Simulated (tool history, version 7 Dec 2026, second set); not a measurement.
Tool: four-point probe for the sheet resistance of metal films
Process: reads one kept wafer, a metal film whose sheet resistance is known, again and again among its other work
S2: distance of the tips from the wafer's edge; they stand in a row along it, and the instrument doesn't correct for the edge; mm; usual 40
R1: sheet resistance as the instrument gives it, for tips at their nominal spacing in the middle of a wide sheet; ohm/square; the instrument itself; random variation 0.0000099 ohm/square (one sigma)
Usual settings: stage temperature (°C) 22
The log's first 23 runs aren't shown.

{"run": 24, "hour": 855.3, "stage temperature (°C)": 24, "S2": 11, "R1": 0.049461}
{"run": 25, "hour": 891.1, "stage temperature (°C)": 27, "S2": 7, "R1": 0.049429}
{"run": 26, "hour": 916.0, "stage temperature (°C)": 30, "S2": 22, "R1": 0.04919}
{"run": 27, "hour": 967.1, "stage temperature (°C)": 20, "S2": 6, "R1": 0.049763}
{"run": 28, "hour": 994.9, "stage temperature (°C)": 34, "S2": 74, "R1": 0.049036}
{"run": 29, "hour": 1045.4, "stage temperature (°C)": 22, "S2": 7, "R1": 0.049619}
{"run": 30, "hour": 1095.5, "stage temperature (°C)": 22, "S2": 7, "R1": 0.04961}
{"run": 31, "hour": 1123.1, "stage temperature (°C)": 20, "S2": 69, "R1": 0.049566}
{"run": 32, "hour": 1149.0, "stage temperature (°C)": 34, "S2": 40, "R1": 0.049005}
{"run": 33, "hour": 1182.6, "stage temperature (°C)": 34, "S2": 25, "R1": 0.049008}
{"run": 34, "hour": 1218.3, "stage temperature (°C)": 20, "S2": 6, "R1": 0.049741}
{"run": 35, "hour": 1266.2, "stage temperature (°C)": 32, "S2": 8, "R1": 0.049154}
{"run": 36, "hour": 1312.2, "stage temperature (°C)": 32, "S2": 8, "R1": 0.049153}
{"run": 37, "hour": 1360.4, "stage temperature (°C)": 27, "S2": 59, "R1": 0.049245}
{"run": 38, "hour": 1390.8, "stage temperature (°C)": 27, "S2": 59, "R1": 0.04926}
{"run": 39, "hour": 1438.5, "stage temperature (°C)": 27, "S2": 59, "R1": 0.049257}
{"run": 40, "hour": 1468.5, "stage temperature (°C)": 20, "S2": 13, "R1": 0.049568}
{"run": 41, "hour": 1511.0, "stage temperature (°C)": 22, "S2": 23, "R1": 0.049445}
{"run": 42, "hour": 1563.2, "stage temperature (°C)": 22, "S2": 23, "R1": 0.049456}
{"run": 43, "hour": 1589.1, "stage temperature (°C)": 22, "S2": 23, "R1": 0.049437}
{"run": 44, "hour": 1638.6, "stage temperature (°C)": 22, "S2": 23, "R1": 0.049442}

Forecast each of these 5 alternatives for the next run:
{"run": "A", "hour": 1664.4, "stage temperature (°C)": 20, "S2": 3, "R1": "?"}
{"run": "B", "hour": 1664.4, "stage temperature (°C)": 34, "S2": 10, "R1": "?"}
{"run": "C", "hour": 1664.4, "stage temperature (°C)": 22, "S2": 71, "R1": "?"}
{"run": "D", "hour": 1664.4, "stage temperature (°C)": 32, "S2": 23, "R1": "?"}
{"run": "E", "hour": 1664.4, "stage temperature (°C)": 26, "S2": 38, "R1": "?"}

run=A R1=0.050253
run=B R1=0.049010
run=C R1=0.049444
run=D R1=0.049024
run=E R1=0.049273
Without the tool's hidden state the same runs would have given:
run=A R1=0.050568
run=B R1=0.049311
run=C R1=0.049752
run=D R1=0.049325
run=E R1=0.049579

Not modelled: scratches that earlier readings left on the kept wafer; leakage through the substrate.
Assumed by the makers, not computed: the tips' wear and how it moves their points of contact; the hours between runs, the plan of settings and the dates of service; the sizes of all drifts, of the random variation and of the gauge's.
